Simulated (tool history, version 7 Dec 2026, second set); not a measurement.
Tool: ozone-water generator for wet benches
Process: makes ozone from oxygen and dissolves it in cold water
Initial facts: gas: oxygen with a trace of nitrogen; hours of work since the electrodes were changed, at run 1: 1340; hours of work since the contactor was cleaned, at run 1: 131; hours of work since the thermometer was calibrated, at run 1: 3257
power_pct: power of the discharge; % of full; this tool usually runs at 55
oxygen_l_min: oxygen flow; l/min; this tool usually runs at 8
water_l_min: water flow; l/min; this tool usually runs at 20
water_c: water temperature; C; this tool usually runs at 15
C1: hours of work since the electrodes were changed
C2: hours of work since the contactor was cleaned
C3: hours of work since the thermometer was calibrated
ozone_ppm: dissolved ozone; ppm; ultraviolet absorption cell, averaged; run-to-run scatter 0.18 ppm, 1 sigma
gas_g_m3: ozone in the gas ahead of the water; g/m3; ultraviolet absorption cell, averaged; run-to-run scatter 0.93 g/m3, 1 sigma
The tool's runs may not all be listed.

{"run": 1, "hour": 0.0, "power_pct": 55, "oxygen_l_min": 8, "water_l_min": 20, "water_c": 15, "C1": 1340, "C2": 131, "C3": 3257, "ozone_ppm": 25.6, "gas_g_m3": 155.8}
{"run": 2, "hour": 41.8, "power_pct": 55, "oxygen_l_min": 8, "water_l_min": 20, "water_c": 15, "C1": 1380, "C2": 172, "C3": 3297, "ozone_ppm": 25.2, "gas_g_m3": 156.9}
{"hour": 60.4, "done": "water thermometer calibrated"}
{"run": 3, "hour": 82.3, "power_pct": 55, "oxygen_l_min": 8, "water_l_min": 20, "water_c": 15, "C1": 1419, "C2": 210, "C3": 21, "ozone_ppm": 25.3, "gas_g_m3": 157.4}
{"run": 4, "hour": 118.2, "power_pct": 55, "oxygen_l_min": 8, "water_l_min": 20, "water_c": 15, "C1": 1454, "C2": 245, "C3": 56, "ozone_ppm": 25.7, "gas_g_m3": 158.5}
{"run": 5, "hour": 140.2, "power_pct": 55, "oxygen_l_min": 8, "water_l_min": 20, "water_c": 22, "C1": 1475, "C2": 266, "C3": 77, "ozone_ppm": 22.3, "gas_g_m3": 156.5}
{"run": 6, "hour": 177.5, "power_pct": 55, "oxygen_l_min": 8, "water_l_min": 20, "water_c": 22, "C1": 1511, "C2": 302, "C3": 113, "ozone_ppm": 22.4, "gas_g_m3": 156.9}
{"run": 7, "hour": 211.0, "power_pct": 55, "oxygen_l_min": 8, "water_l_min": 20, "water_c": 22, "C1": 1543, "C2": 335, "C3": 146, "ozone_ppm": 22.4, "gas_g_m3": 157.1}
{"run": 8, "hour": 234.1, "power_pct": 44, "oxygen_l_min": 8, "water_l_min": 20, "water_c": 15, "C1": 1566, "C2": 357, "C3": 168, "ozone_ppm": 21.3, "gas_g_m3": 132.6}
{"run": 9, "hour": 256.5, "power_pct": 44, "oxygen_l_min": 8, "water_l_min": 20, "water_c": 15, "C1": 1587, "C2": 379, "C3": 189, "ozone_ppm": 21.7, "gas_g_m3": 132}
{"run": 10, "hour": 299.2, "power_pct": 68, "oxygen_l_min": 9.03, "water_l_min": 18, "water_c": 13, "C1": 1628, "C2": 420, "C3": 231, "ozone_ppm": 32.3, "gas_g_m3": 170.5}

Run 11 is up next; what results do you expect?
{"run": 11, "hour": 319.1, "power_pct": 55, "oxygen_l_min": 4.14, "water_l_min": 20, "water_c": 15, "C1": 1648, "C2": 439, "C3": 250, "ozone_ppm": "?", "gas_g_m3": "?"}

{"run 11": {"ozone_ppm": 27.3, "gas_g_m3": 241.7}}
Take away the tool's hidden state, keep the run-to-run variation as it was, and the same run would have given ozone_ppm 27.3 ppm, gas_g_m3 241.8 g/m3.
